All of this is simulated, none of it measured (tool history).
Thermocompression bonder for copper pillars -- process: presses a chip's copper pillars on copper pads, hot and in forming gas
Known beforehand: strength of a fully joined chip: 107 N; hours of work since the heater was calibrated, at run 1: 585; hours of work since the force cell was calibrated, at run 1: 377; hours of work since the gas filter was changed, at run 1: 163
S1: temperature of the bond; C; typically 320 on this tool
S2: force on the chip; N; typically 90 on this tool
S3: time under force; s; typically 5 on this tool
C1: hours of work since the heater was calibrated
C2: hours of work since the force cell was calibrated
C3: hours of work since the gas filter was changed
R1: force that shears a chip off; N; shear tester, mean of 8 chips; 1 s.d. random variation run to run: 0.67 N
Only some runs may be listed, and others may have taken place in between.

run 1 hour=0.0 | S1=320 S2=90 S3=5 | C1=585 C2=377 C3=163 | R1=70.8
run 2 hour=14.7 | S1=320 S2=90 S3=5 | C1=592 C2=383 C3=170 | R1=71.0
run 3 hour=27.0 | S1=320 S2=90 S3=5 | C1=597 C2=388 C3=175 | R1=70.2
run 4 hour=44.1 | S1=320 S2=90 S3=5 | C1=605 C2=396 C3=183 | R1=69.6
run 5 hour=65.1 | S1=343 S2=90 S3=5 | C1=614 C2=405 C3=192 | R1=79.1
run 6 hour=80.4 | S1=306 S2=90 S3=5 | C1=621 C2=412 C3=199 | R1=63.9
run 7 hour=100.4 | S1=306 S2=90 S3=5 | C1=630 C2=421 C3=207 | R1=64.3
run 8 hour=118.4 | S1=306 S2=90 S3=5 | C1=638 C2=429 C3=215 | R1=64.6
run 9 hour=137.0 | S1=320 S2=55 S3=5 | C1=646 C2=437 C3=223 | R1=54.9
run 10 hour=151.0 | S1=320 S2=132 S3=5 | C1=652 C2=443 C3=230 | R1=77.9
run 11 hour=166.6 | S1=342 S2=127 S3=3 | C1=659 C2=450 C3=236 | R1=78.0
run 12 hour=177.7 | S1=348 S2=127 S3=3 | C1=664 C2=455 C3=241 | R1=79.2
-- hour=196.6 forming gas filter changed
run 13 hour=198.7 | S1=348 S2=127 S3=3 | C1=673 C2=464 C3=1 | R1=89.6
run 14 hour=210.2 | S1=348 S2=127 S3=3 | C1=678 C2=469 C3=6 | R1=89.2
run 15 hour=225.3 | S1=343 S2=88 S3=5 | C1=684 C2=475 C3=13 | R1=86.1
run 16 hour=237.2 | S1=320 S2=68 S3=6 | C1=690 C2=481 C3=18 | R1=70.8
run 17 hour=253.5 | S1=309 S2=68 S3=10 | C1=697 C2=488 C3=25 | R1=75.5
run 18 hour=263.2 | S1=309 S2=68 S3=10 | C1=701 C2=492 C3=29 | R1=75.1
run 19 hour=283.5 | S1=309 S2=68 S3=10 | C1=710 C2=501 C3=38 | R1=75.5
run 20 hour=300.6 | S1=343 S2=83 S3=4 | C1=717 C2=509 C3=46 | R1=77.9

Per-run results on a tool with no hidden state, each run keeping its own random variation:
The hidden state here: true temperature of the bond over the reading, C; force that reaches the chip, % of what is set; oxide that the forming gas leaves, % of the face; drift of the gauge itself on shear_n, %.
run=1 R1=75.3
run=2 R1=75.7
run=3 R1=75.2
run=4 R1=74.8
run=5 R1=85.8
run=6 R1=68.9
run=7 R1=69.6
run=8 R1=70.1
run=9 R1=59.8
run=10 R1=86.0
run=11 R1=86.6
run=12 R1=88.3
run=13 R1=88.5
run=14 R1=88.3
run=15 R1=85.4
run=16 R1=69.7
run=17 R1=74.6
run=18 R1=74.4
run=19 R1=75.0
run=20 R1=78.2
